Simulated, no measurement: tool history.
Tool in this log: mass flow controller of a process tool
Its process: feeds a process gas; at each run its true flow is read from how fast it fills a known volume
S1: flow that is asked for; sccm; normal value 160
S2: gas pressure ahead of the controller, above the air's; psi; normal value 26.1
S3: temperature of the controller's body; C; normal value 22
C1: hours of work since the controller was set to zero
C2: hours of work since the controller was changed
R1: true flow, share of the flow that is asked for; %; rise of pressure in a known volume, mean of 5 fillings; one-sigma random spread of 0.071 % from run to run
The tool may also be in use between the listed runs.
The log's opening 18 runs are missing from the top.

run	hour	S1	S2	S3	C1	C2	R1
19	6318.0	48	22.8	35	7673	7673	101.02
20	6647.8	48	22.8	35	7818	7818	100.95
21	7097.2	160	39.6	22	8016	8016	100.73
# hour 7119.7: controller exchanged for a calibrated one
22	7452.2	48	26.1	38	146	146	101.45
23	7903.3	22	29.9	21	344	344	100.33
24	8165.8	36	30.5	28	460	460	100.92
25	8449.7	36	30.5	28	584	584	100.94
26	8861.7	36	30.5	28	765	765	101.01
27	9251.6	160	38.0	28	937	937	101.27
28	9602.1	147	39.3	22	1091	1091	101.08
29	9990.1	118	40.0	22	1261	1261	101.06
30	10392.8	118	40.0	22	1438	1438	101.05

Forecast each of these 4 alternatives for the next run:
A	10638.0	182	26.1	31	1546	1546	?
B	10638.0	53	21.3	36	1546	1546	?
C	10638.0	160	31.0	32	1546	1546	?
D	10638.0	31	27.0	22	1546	1546	?

run	R1
A	101.53
B	101.53
C	101.66
D	100.72
Had the tool no hidden state, the same runs would have come out as:
run	R1
A	100.29
B	100.29
C	100.42
D	99.50
